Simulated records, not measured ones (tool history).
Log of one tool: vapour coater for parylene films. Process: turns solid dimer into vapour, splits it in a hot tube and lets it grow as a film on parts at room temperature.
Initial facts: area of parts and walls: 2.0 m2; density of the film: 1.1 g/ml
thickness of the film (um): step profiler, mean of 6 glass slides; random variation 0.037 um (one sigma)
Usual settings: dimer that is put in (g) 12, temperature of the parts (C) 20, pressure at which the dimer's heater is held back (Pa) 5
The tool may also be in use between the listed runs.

run,hour,dimer that is put in (g),temperature of the parts (C),pressure at which the dimer's heater is held back (Pa),thickness of the film (um)
1,0,12,20,5,3.91
2,24.3,12,20,5,3.94
3,47.1,12,20,7.45,3.59
4,96.3,12,17,5,4.53
5,140.4,12,20,5,3.85
6,176.1,12,20,5,3.92
7,207.7,12,21,5,3.69
8,263.8,7,23,2.62,2.28
9,313.5,5,16,6.83,1.84
10,352,12,20,5.31,3.84
11,406.1,12,14,5.98,5.03

Here are 4 independent what-if runs from the current tool condition. What would each one return?
A,430.1,6,21,6.2,?
B,430.1,20,29,6.53,?
C,430.1,17,15,2.71,?
D,430.1,12,19,5.82,?

run,thickness of the film (um)
A,1.74
B,3.96
C,7.5
D,3.94
Without the tool's unlogged condition, the same runs would have read:
run,thickness of the film (um)
A,1.74
B,3.97
C,7.51
D,3.95
